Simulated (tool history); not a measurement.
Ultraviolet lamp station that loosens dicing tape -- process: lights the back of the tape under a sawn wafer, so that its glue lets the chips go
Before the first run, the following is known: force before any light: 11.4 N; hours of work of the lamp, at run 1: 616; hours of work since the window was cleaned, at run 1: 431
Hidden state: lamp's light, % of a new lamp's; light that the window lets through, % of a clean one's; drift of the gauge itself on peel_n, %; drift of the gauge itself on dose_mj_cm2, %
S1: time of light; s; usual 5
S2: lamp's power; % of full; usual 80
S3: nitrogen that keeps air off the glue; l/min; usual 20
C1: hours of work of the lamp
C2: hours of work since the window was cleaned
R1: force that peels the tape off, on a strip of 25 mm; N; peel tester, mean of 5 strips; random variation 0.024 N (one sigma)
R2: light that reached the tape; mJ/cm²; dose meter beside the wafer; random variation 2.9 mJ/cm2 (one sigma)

run	hour	S1	S2	S3	C1	C2	R1	R2
1	0	5	80	20	616	431	1.9	325
2	21.4	5	80	20	629	444	1.879	320
3	32.5	5	80	20	636	451	1.909	323
4	54.1	5	80	21	649	464	1.857	318
5	77.6	5	80	21	663	478	1.846	314
6	101.3	5	80	21	678	492	1.994	312
7	126.9	5	80	21	693	508	1.995	312
8	149	5	80	20	707	521	2.031	306
9	175.8	8	80	20	723	537	0.748	485
10	197.5	8	80	20	736	551	0.78	487
11	218	8	80	20	748	563	0.791	477
12	238.4	5	64	20	761	575	2.986	239
13	257.7	3	64	20	772	587	5.255	144
14	277.5	5	87	20	785	599	1.797	324
15	303.1	5	87	20	800	615	1.908	318
# hour 323.4: window cleaned of glue's vapour
16	324.6	5	87	20	813	1	1.577	349
17	340.3	2	87	20	822	10	5.087	142
18	356.2	6	78	20	832	20	1.462	376
19	372.6	6	78	20	842	30	1.479	370
20	386.4	7	95	29	850	38	0.414	531
21	405.9	5	65	7	862	50	4.778	256
22	429.3	6	65	10	876	64	3.244	309
23	452.8	3	64	26	891	78	4.635	153
24	467.4	3	64	26	899	87	4.558	145
25	480	3	96	6	907	95	5.361	222
26	502.4	7	61	28	921	109	1.439	330
27	515.9	3	66	26	929	117	4.618	150
28	538.1	4	72	31	942	130	2.677	215
29	549.3	4	70	29	949	137	2.825	213
30	562.2	4	65	15	957	145	4.477	196
31	588.1	8	91	15	973	161	0.803	551
32	614.8	8	91	12	989	177	1.044	542

Consider 4 possible next runs. They are alternatives, not a sequence: every one starts from the tool as it was left by run 32. What does each give?
A	626.1	8	73	12	996	184	?	?
B	626.1	5	80	15	996	184	?	?
C	626.1	7	69	9	996	184	?	?
D	626.1	3	80	20	996	184	?	?

run	R1	R2
A	1.613	427
B	2.635	294
C	2.7	359
D	4.266	177
The same runs, with their run-to-run variation unchanged, on a tool lacking any hidden condition would have given:
run	R1	R2
A	0.79	591
B	1.517	408
C	1.59	496
D	2.922	245
